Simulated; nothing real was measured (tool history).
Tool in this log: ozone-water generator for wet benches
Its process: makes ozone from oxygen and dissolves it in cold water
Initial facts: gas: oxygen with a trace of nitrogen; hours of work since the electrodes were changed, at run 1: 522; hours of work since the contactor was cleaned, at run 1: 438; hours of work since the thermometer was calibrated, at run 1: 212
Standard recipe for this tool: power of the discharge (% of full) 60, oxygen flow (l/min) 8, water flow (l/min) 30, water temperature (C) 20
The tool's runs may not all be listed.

run   hour  power of the discharge (% of full)  oxygen flow (l/min)  water flow (l/min)  water temperature (C)  hours of work since the electrodes were changed  hours of work since the contactor was cleaned  hours of work since the thermometer was calibrated  dissolved ozone (ppm)  ozone in the gas ahead of the water (g/m3)
  1      0                                  60                    8                  30                     20                                              522                                            438                                                 212                   14.1                                       142.1
  2   23.1                                  60                    8                  30                     14                                              538                                            454                                                 229                   15.5                                       141.9
  3   52.4                                  60                    8                  30                     14                                              559                                            475                                                 250                   15.3                                       140.1
  4   65.9                                  60                    8                  30                     19                                              569                                            485                                                 260                   14.5                                       139.9
  5   90.7                                  60                    8                  30                     19                                              586                                            503                                                 277                   14.4                                       140.7
  6  105.8                                  60                    8                  30                     19                                              597                                            514                                                 288                   14.3                                       139.9
  7  124.2                                  60                    8                  30                     19                                              610                                            527                                                 301                   14.5                                       139.9
  8  149.5                                  60                12.04                  30                     19                                              629                                            545                                                 319                   13.5                                       105.7
  9  171.4                                  60                 13.1                  30                     20                                              644                                            561                                                 335                   12.8                                        99.5
 10  185.3                                  60                    8                  30                     20                                              654                                            570                                                 345                   14.3                                       138.6
 11  203.8                                  60                    8                  38                     20                                              667                                            584                                                 358                   11.3                                       137.5
 12  230.5                                  60                    8                  38                     20                                              687                                            603                                                 377                   11.3                                       140.1
 13  252.9                                  60                    8                  38                     20                                              703                                            619                                                 393                   11.4                                         140
 14  279.8                                  60                    8                  38                     20                                              722                                            638                                                 413                   11.3                                       139.2
 15  301.4                                  60                    8                  38                     20                                              737                                            654                                                 428                   11.2                                       138.8
 16  319.9                                  60                    8                  38                     20                                              751                                            667                                                 441                   11.2                                       137.9
 17  336.9                                  60                    8                  38                     20                                              763                                            679                                                 453                   11.5                                       138.5
 18    363                                  60                    8                  29                     27                                              781                                            698                                                 472                   12.8                                       138.4
 19  379.7                                  60                    8                  29                     27                                              793                                            710                                                 484                   13.1                                       140.5
 20    399                                  60                 6.02                  30                     21                                              807                                            723                                                 498                   14.3                                       169.8
 21  426.6                                  60                10.01                  30                     24                                              827                                            743                                                 518                   12.5                                       119.3
 22  452.2                                  49                    8                  21                     21                                              845                                            761                                                 536                   16.5                                       123.3
 23  471.5                                  88                    8                  46                     20                                              859                                            775                                                 550                   11.3                                       172.1
 24  489.5                                  62                10.82                  31                     20                                              872                                            788                                                 563                   13.3                                       115.2
 25  515.6                                  71                13.22                  34                     20                                              891                                            807                                                 581                   12.4                                       107.9
 26  528.7                                  71                 9.14                  48                     20                                              900                                            816                                                 591                    9.5                                       140.2
 27    557                                  60                 8.14                  30                     12                                              920                                            836                                                 611                   15.8                                       136.7
 28  575.2                                  62                 7.88                  30                     20                                              933                                            849                                                 624                   14.4                                       141.6
 29    588                                  62                11.98                  37                     20                                              942                                            859                                                 633                   10.9                                       106.9
 30    603                                  65                 4.73                  30                     25                                              953                                            869                                                 644                   14.4                                       206.8
 31  616.5                                  77                    8                  30                     21                                              963                                            879                                                 654                   15.9                                       160.6
 32  632.4                                  77                    8                  30                     21                                              974                                            890                                                 665                   15.9                                       158.2

Alternative continuations, all from the tool just after run 32; predict every row:
  A  654.4                                  77                 6.24                  44                     26                                              990                                            906                                                 681                      ?                                           ?
  B  654.4                                  95                    8                  18                     13                                              990                                            906                                                 681                      ?                                           ?
  C  654.4                                  77                 4.17                  22                     21                                              990                                            906                                                 681                      ?                                           ?
  D  654.4                                  60                  4.3                  30                     21                                              990                                            906                                                 681                      ?                                           ?

run  dissolved ozone (ppm)  ozone in the gas ahead of the water (g/m3)
  A                   10.5                                       188.4
  B                   30.3                                       180.3
  C                   23.1                                       250.4
  D                   14.7                                       212.3
Had the tool no hidden state, the same runs would have come out as:
run  dissolved ozone (ppm)  ozone in the gas ahead of the water (g/m3)
  A                   11.1                                       195.8
  B                   31.9                                       188.2
  C                   24.2                                       260.2
  D                   15.4                                       219.5

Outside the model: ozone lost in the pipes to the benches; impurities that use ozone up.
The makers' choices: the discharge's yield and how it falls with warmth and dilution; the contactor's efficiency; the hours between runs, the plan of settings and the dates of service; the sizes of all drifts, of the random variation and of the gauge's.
